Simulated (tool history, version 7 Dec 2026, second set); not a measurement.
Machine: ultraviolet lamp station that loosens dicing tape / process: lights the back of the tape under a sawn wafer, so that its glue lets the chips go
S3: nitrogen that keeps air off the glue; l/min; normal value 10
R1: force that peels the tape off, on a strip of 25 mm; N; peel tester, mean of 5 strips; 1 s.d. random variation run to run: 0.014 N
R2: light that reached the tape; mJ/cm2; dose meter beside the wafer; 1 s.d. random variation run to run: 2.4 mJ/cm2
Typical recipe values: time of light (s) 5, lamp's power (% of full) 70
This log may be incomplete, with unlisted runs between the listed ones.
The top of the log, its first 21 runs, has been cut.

Run 22, hour 142.6: usual settings but lamp's power (% of full) 83, S3 4 l/min. Result: R1 1.297 N, R2 278 mJ/cm2.
Run 23, hour 149.2: usual settings but time of light (s) 4, lamp's power (% of full) 64, S3 6 l/min. Result: R1 2.307 N, R2 172 mJ/cm2.
Run 24, hour 153.5: usual settings but time of light (s) 8, lamp's power (% of full) 66, S3 6 l/min. Result: R1 0.531 N, R2 356 mJ/cm2.
Run 25, hour 161.2: usual settings but time of light (s) 2. Result: R1 4.244 N, R2 93 mJ/cm2.
Run 26, hour 167.3: usual settings but lamp's power (% of full) 93, S3 20 l/min. Result: R1 0.275 N, R2 315 mJ/cm2.
Run 27, hour 175.1: usual settings but lamp's power (% of full) 80, S3 9 l/min. Result: R1 0.758 N, R2 264 mJ/cm2.
Run 28, hour 179.9: usual settings but lamp's power (% of full) 80, S3 9 l/min. Result: R1 0.733 N, R2 263 mJ/cm2.
Run 29, hour 185.2: usual settings but lamp's power (% of full) 80, S3 9 l/min. Result: R1 0.751 N, R2 267 mJ/cm2.
Run 30, hour 190.7: usual settings but time of light (s) 6, lamp's power (% of full) 82, S3 12 l/min. Result: R1 0.351 N, R2 326 mJ/cm2.
Run 31, hour 199: usual settings but time of light (s) 6, lamp's power (% of full) 99, S3 4 l/min. Result: R1 0.596 N, R2 394 mJ/cm2.
Run 32, hour 207.5: usual settings but lamp's power (% of full) 90. Result: R1 0.521 N, R2 291 mJ/cm2.
Run 33, hour 216.4: usual settings but lamp's power (% of full) 90. Result: R1 0.501 N, R2 293 mJ/cm2.
Run 34, hour 225.3: usual settings but time of light (s) 4, lamp's power (% of full) 81, S3 9 l/min. Result: R1 1.196 N, R2 213 mJ/cm2.
Run 35, hour 231.3: usual settings but lamp's power (% of full) 89, S3 4 l/min. Result: R1 1.176 N, R2 294 mJ/cm2.
Run 36, hour 237.8: usual settings but lamp's power (% of full) 89, S3 4 l/min. Result: R1 1.184 N, R2 294 mJ/cm2.

Below are 5 alternative next runs, each starting from the tool's condition after run 36. Predict each:
Run A, hour 247.1: usual settings but time of light (s) 4, lamp's power (% of full) 99, S3 14 l/min. Result: R1 ?, R2 ?.
Run B, hour 247.1: usual settings but time of light (s) 3, lamp's power (% of full) 89, S3 4 l/min. Result: R1 ?, R2 ?.
Run C, hour 247.1: usual settings but S3 4 l/min. Result: R1 ?, R2 ?.
Run D, hour 247.1: usual settings but time of light (s) 8, lamp's power (% of full) 87, S3 7 l/min. Result: R1 ?, R2 ?.
Run E, hour 247.1: usual settings but time of light (s) 2, lamp's power (% of full) 89, S3 4 l/min. Result: R1 ?, R2 ?.

run     R1   R2
  A  0.541  257
  B  3.032  174
  C  1.963  226
  D  0.234  452
  E  4.649  115
The same runs, with their run-to-run variation unchanged, on a tool lacking any hidden condition would have given:
run     R1   R2
  A  0.366  299
  B   2.43  203
  C  1.479  263
  D  0.174  527
  E  3.997  134
